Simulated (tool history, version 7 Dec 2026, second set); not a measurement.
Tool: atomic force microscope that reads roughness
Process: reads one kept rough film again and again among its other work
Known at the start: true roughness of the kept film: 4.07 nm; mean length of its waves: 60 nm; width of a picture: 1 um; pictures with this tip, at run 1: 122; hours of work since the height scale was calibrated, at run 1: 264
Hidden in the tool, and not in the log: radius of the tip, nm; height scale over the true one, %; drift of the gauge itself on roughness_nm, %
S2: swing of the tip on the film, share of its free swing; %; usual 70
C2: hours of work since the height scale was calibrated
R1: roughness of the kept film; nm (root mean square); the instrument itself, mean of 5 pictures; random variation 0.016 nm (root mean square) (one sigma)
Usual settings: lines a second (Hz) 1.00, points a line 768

Run 1, hour 0.0: usual settings; pictures with this tip 122; C2 264. Result: R1 3.689 nm (root mean square).
Run 2, hour 9.6: usual settings; pictures with this tip 141; C2 270. Result: R1 3.704 nm (root mean square).
Run 3, hour 22.0: usual settings; pictures with this tip 166; C2 277. Result: R1 3.617 nm (root mean square).
Run 4, hour 35.4: usual settings but lines a second (Hz) 0.82; pictures with this tip 193; C2 285. Result: R1 3.676 nm (root mean square).
Run 5, hour 46.3: usual settings but lines a second (Hz) 0.82, points a line 441; pictures with this tip 214; C2 291. Result: R1 3.667 nm (root mean square).
Run 6, hour 53.1: usual settings but lines a second (Hz) 0.79; pictures with this tip 227; C2 295. Result: R1 3.642 nm (root mean square).
Run 7, hour 61.5: usual settings but lines a second (Hz) 0.79; pictures with this tip 244; C2 300. Result: R1 3.650 nm (root mean square).
At hour 70.8: new tip fitted.
Run 8, hour 72.5: usual settings but lines a second (Hz) 0.79; pictures with this tip 4; C2 306. Result: R1 3.788 nm (root mean square).
Run 9, hour 80.6: usual settings but lines a second (Hz) 0.58; pictures with this tip 20; C2 311. Result: R1 3.828 nm (root mean square).
Run 10, hour 86.9: usual settings but lines a second (Hz) 0.58; pictures with this tip 32; C2 315. Result: R1 3.828 nm (root mean square).
Run 11, hour 97.4: usual settings; pictures with this tip 53; C2 321. Result: R1 3.748 nm (root mean square).
Run 12, hour 106.8: usual settings; pictures with this tip 72; C2 326. Result: R1 3.716 nm (root mean square).
Run 13, hour 121.4: usual settings; pictures with this tip 100; C2 335. Result: R1 3.714 nm (root mean square).
Run 14, hour 131.2: usual settings but S2 86 %; pictures with this tip 120; C2 341. Result: R1 3.506 nm (root mean square).
At hour 132.8: height scale calibrated on a step standard.
Run 15, hour 143.7: usual settings but S2 86 %; pictures with this tip 143; C2 6. Result: R1 3.467 nm (root mean square).
Run 16, hour 156.3: usual settings but S2 86 %; pictures with this tip 167; C2 14. Result: R1 3.434 nm (root mean square).
Run 17, hour 168.9: usual settings; pictures with this tip 192; C2 21. Result: R1 3.644 nm (root mean square).
At hour 178.2: height scale calibrated on a step standard, once more.
Run 18, hour 184.1: usual settings; pictures with this tip 221; C2 3. Result: R1 3.596 nm (root mean square).
Run 19, hour 198.5: usual settings; pictures with this tip 249; C2 12. Result: R1 3.624 nm (root mean square).
At hour 205.8: new tip fitted.
Run 20, hour 210.3: usual settings but S2 72 %; pictures with this tip 9; C2 19. Result: R1 3.793 nm (root mean square).
Run 21, hour 224.0: usual settings but S2 72 %; pictures with this tip 36; C2 27. Result: R1 3.752 nm (root mean square).
Run 22, hour 233.1: usual settings but lines a second (Hz) 1.09, S2 81 %, points a line 422; pictures with this tip 54; C2 32. Result: R1 3.549 nm (root mean square).
Run 23, hour 246.1: usual settings but lines a second (Hz) 1.09, S2 81 %, points a line 422; pictures with this tip 80; C2 39. Result: R1 3.546 nm (root mean square).
Run 24, hour 260.8: usual settings but lines a second (Hz) 1.09, S2 81 %, points a line 422; pictures with this tip 109; C2 48. Result: R1 3.534 nm (root mean square).
Run 25, hour 275.0: usual settings but lines a second (Hz) 1.17, S2 89 %, points a line 315; pictures with this tip 137; C2 56. Result: R1 3.349 nm (root mean square).
Run 26, hour 285.5: usual settings but lines a second (Hz) 3.28, S2 88 %, points a line 751; pictures with this tip 158; C2 63. Result: R1 2.740 nm (root mean square).
Run 27, hour 292.6: usual settings but lines a second (Hz) 3.28, S2 88 %, points a line 751; pictures with this tip 172; C2 67. Result: R1 2.708 nm (root mean square).
Run 28, hour 302.8: usual settings but lines a second (Hz) 3.28, S2 88 %, points a line 751; pictures with this tip 192; C2 73. Result: R1 2.709 nm (root mean square).
Run 29, hour 316.5: usual settings but lines a second (Hz) 3.28, S2 88 %, points a line 751; pictures with this tip 219; C2 81. Result: R1 2.690 nm (root mean square).
Run 30, hour 330.1: usual settings but lines a second (Hz) 3.00, S2 81 %; pictures with this tip 246; C2 89. Result: R1 3.023 nm (root mean square).
At hour 338.5: new tip fitted.
Run 31, hour 341.5: usual settings but lines a second (Hz) 0.56, S2 57 %; pictures with this tip 6; C2 95. Result: R1 3.900 nm (root mean square).
Run 32, hour 352.9: usual settings but lines a second (Hz) 1.77, S2 89 %; pictures with this tip 28; C2 102. Result: R1 3.220 nm (root mean square).
Run 33, hour 365.6: usual settings but lines a second (Hz) 2.77, S2 56 %, points a line 846; pictures with this tip 53; C2 109. Result: R1 3.717 nm (root mean square).
Run 34, hour 379.5: usual settings but lines a second (Hz) 2.77, S2 56 %, points a line 846; pictures with this tip 81; C2 117. Result: R1 3.705 nm (root mean square).
Run 35, hour 388.7: usual settings but S2 88 %, points a line 513; pictures with this tip 99; C2 123. Result: R1 3.460 nm (root mean square).

Run 36 comes next. What will it give?
Run 36, hour 403.6: usual settings but lines a second (Hz) 2.37, S2 75 %, points a line 291; pictures with this tip 128; C2 131. Result: R1 ?.

Run 36 gave R1 3.353 nm (root mean square).
Without the tool's hidden state the same run would have given R1 3.442 nm (root mean square).

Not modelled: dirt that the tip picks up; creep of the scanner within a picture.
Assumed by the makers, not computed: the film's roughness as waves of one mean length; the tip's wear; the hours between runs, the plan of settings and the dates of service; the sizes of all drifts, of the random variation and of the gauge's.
